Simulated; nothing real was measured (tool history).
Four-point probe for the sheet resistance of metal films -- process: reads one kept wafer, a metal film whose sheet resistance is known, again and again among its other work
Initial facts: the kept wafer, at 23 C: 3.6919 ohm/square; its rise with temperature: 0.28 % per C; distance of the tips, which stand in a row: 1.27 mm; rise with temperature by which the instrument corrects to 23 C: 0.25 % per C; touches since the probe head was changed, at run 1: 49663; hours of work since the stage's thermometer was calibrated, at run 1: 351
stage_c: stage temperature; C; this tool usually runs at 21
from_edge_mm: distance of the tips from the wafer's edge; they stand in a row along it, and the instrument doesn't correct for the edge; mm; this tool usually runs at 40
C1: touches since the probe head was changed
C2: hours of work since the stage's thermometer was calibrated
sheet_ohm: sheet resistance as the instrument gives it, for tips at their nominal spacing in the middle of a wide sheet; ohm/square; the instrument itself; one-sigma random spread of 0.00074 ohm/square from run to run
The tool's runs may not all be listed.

run 1 hour=0.0 | stage_c=21 from_edge_mm=40 | C1=49663 C2=351 | sheet_ohm=3.702828
run 2 hour=102.8 | stage_c=23 from_edge_mm=40 | C1=53398 C2=431 | sheet_ohm=3.702860
run 3 hour=191.0 | stage_c=23 from_edge_mm=40 | C1=56602 C2=499 | sheet_ohm=3.702846
run 4 hour=295.9 | stage_c=23 from_edge_mm=40 | C1=60416 C2=580 | sheet_ohm=3.703434
run 5 hour=359.2 | stage_c=31 from_edge_mm=40 | C1=62716 C2=630 | sheet_ohm=3.711641
run 6 hour=457.2 | stage_c=31 from_edge_mm=40 | C1=66276 C2=706 | sheet_ohm=3.711697
run 7 hour=511.8 | stage_c=21 from_edge_mm=16 | C1=68260 C2=748 | sheet_ohm=3.709826
run 8 hour=626.5 | stage_c=21 from_edge_mm=40 | C1=72430 C2=837 | sheet_ohm=3.698073
run 9 hour=740.9 | stage_c=21 from_edge_mm=40 | C1=76584 C2=926 | sheet_ohm=3.696092
run 10 hour=822.7 | stage_c=21 from_edge_mm=40 | C1=79556 C2=989 | sheet_ohm=3.695975
run 11 hour=924.7 | stage_c=21 from_edge_mm=40 | C1=83264 C2=1068 | sheet_ohm=3.694687
run 12 hour=1013.1 | stage_c=21 from_edge_mm=40 | C1=86475 C2=1137 | sheet_ohm=3.695794
run 13 hour=1106.2 | stage_c=21 from_edge_mm=40 | C1=89860 C2=1209 | sheet_ohm=3.694157
run 14 hour=1174.9 | stage_c=34 from_edge_mm=21 | C1=92355 C2=1262 | sheet_ohm=3.715248
-- hour=1183.2 stage's thermometer calibrated
run 15 hour=1245.6 | stage_c=22 from_edge_mm=28 | C1=94907 C2=48 | sheet_ohm=3.695636
run 16 hour=1305.1 | stage_c=21 from_edge_mm=59 | C1=97068 C2=95 | sheet_ohm=3.691353

Estimate the outcome of run 17 from the log above:
run 17 hour=1418.5 | stage_c=24 from_edge_mm=63 | C1=101190 C2=183 | sheet_ohm=?

Run 17 yielded sheet_ohm 3.694227 ohm/square.
Take away the tool's hidden state, keep the run-to-run variation as it was, and the same run would have given sheet_ohm 3.694850 ohm/square.
